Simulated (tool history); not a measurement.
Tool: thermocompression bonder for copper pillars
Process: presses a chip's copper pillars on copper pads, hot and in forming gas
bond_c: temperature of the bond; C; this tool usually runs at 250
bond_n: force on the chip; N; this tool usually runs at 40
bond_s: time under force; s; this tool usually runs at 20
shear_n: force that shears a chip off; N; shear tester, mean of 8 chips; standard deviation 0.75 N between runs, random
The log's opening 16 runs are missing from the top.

run,hour,bond_c,bond_n,bond_s,hours of work since the heater was calibrated,hours of work since the force cell was calibrated,hours of work since the gas filter was changed,shear_n
17,822.2,268,40,20,630,407,145,77
18,854,268,44,20,650,426,165,78.9
19,907,226,40,20,683,460,198,43.3
20,942.5,226,40,20,706,482,221,45
21,1009,226,40,20,747,524,263,44.2
22,1041.4,243,25,52,768,544,283,61.6
# hour 1071.4: forming gas filter changed
23,1093.1,243,25,52,800,576,14,70
24,1145.4,250,40,25,833,609,47,73.2
# hour 1151.3: heater calibrated with a thermocouple chip
25,1177.7,249,40,18,17,628,66,69.7
26,1208.4,269,40,20,36,648,85,85.5
27,1259.7,269,40,20,68,680,117,86.3
28,1321.8,271,53,54,107,719,156,103.1
29,1374.5,276,48,37,140,752,189,98.3
30,1426.9,220,43,11,173,785,222,39.4
# hour 1433: heater calibrated with a thermocouple chip, once more
31,1463.6,220,43,11,19,807,244,28.7
32,1509.1,240,32,16,48,835,273,41.2
33,1552.1,226,26,20,75,862,300,32
# hour 1556.2: forming gas filter changed
34,1609,265,44,20,110,898,33,76.3
35,1674.3,277,53,20,151,939,74,90
36,1722.1,256,26,10,181,969,104,42.7
37,1758.7,250,49,29,204,992,127,74
38,1808.9,223,51,21,236,1023,159,48.3

Alternative continuations, all from the tool just after run 38; predict every row:
A,1866.4,250,43,20,272,1060,195,?
B,1866.4,250,31,20,272,1060,195,?
C,1866.4,275,42,19,272,1060,195,?
D,1866.4,231,25,53,272,1060,195,?
E,1866.4,229,40,12,272,1060,195,?

run,shear_n
A,62.3
B,53.2
C,79.6
D,52.3
E,36.7
The same runs, with their run-to-run variation unchanged, on a tool lacking any hidden condition would have given:
run,shear_n
A,63.5
B,54
C,82.4
D,52.8
E,36.7
